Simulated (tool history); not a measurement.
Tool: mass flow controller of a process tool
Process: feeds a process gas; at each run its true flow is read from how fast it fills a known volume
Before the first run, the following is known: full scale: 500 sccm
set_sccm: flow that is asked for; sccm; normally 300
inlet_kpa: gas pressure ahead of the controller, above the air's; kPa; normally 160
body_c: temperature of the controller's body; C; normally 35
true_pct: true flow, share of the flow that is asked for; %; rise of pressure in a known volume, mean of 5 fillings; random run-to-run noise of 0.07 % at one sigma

run      day  set_sccm  inlet_kpa  body_c  true_pct
  1        0       300        160      35     97.06
  2    4.417       300        160      33     97.34
  3    8.654       300        160      33      97.2
  4       15       300        160      35     97.14
  5   21.958       300        160      35     97.05
  6   28.912       300        160      35     97.18
  7   36.133       300        160      35     97.04
  8   43.404       300        160      35     97.04
  9   48.446       444        160      35     97.94
 10   54.562       300        160      35     96.96
 11   58.267       300        160      35     96.95
 12   63.221       300        160      35     96.93
 13   69.312       300        160      24     97.81
 14   73.346       300        160      24     97.56
 15   76.858       464        160      35     98.21
 16   83.917       464        160      35     98.08
 17   91.271       464        160      35     98.23
 18   95.788       300        160      35      96.9
 19   101.95       300        160      35     96.78
 20  109.038       300        160      35     96.73
 21  113.525       300        160      35     96.72
 22  116.733       300        160      35     96.96
 23  121.979        58        160      35     91.79
 24  128.938        58        160      35     91.77
 25  135.575        88        147      35     93.36
 26  142.992        92        174      24     94.23
 27  148.896        57        253      35     91.93
 28  155.675        57        253      35     91.87
 29  159.708        57        170      35     91.33
 30  165.442        57        170      35     91.32
 31  170.408       254        160      35     95.94
 32  175.812       150        160      28     95.22
 33   179.15       128        175      30     94.43
 34  183.042       128        175      30     94.57
 35  190.467       300        176      35     96.52
 36  197.683       300        176      35     96.44
 37  202.212       300        176      35     96.44
 38  207.712       300        176      35     96.38
 39  214.688       300        176      35     96.44
 40  218.779       266        160      24     96.91
 41  222.908       266        266      24     97.46
 42  229.567        74        160      23     92.54
 43  233.121       334        167      28     97.16
 44  239.888        73        177      21     92.62
 45  243.904        73        177      21     92.57
 46  250.171       179        197      24     95.66
 47  255.421       166        175      35     94.71

For some of the steps in true_pct from one run to the next: how much would appear even if the tool had no hidden state, given the settings, what came in and random variation, and how much remains for the hidden state plus any gauge scatter that the measured result and the result without hidden state don't share?
The tool's hidden condition here consists of: flow at rest that the sensor doesn't see, % of full scale; true flow over the shown one, %; drift of the gauge itself on true_pct, %.
Run 22 -> 23: set_sccm 300 -> 58. true_pct -5.17 %: hidden state -3.35, all else -1.82.
Run 30 -> 31: set_sccm 57 -> 254, inlet_kpa 170 -> 160. true_pct +4.62 %: hidden state +3.68, all else +0.94.
Run 41 -> 42: set_sccm 266 -> 74, inlet_kpa 266 -> 160, body_c 24 -> 23. true_pct -4.92 %: hidden state -3.13, all else -1.79.
Run 43 -> 44: set_sccm 334 -> 73, inlet_kpa 167 -> 177, body_c 28 -> 21. true_pct -4.54 %: hidden state -3.51, all else -1.03.
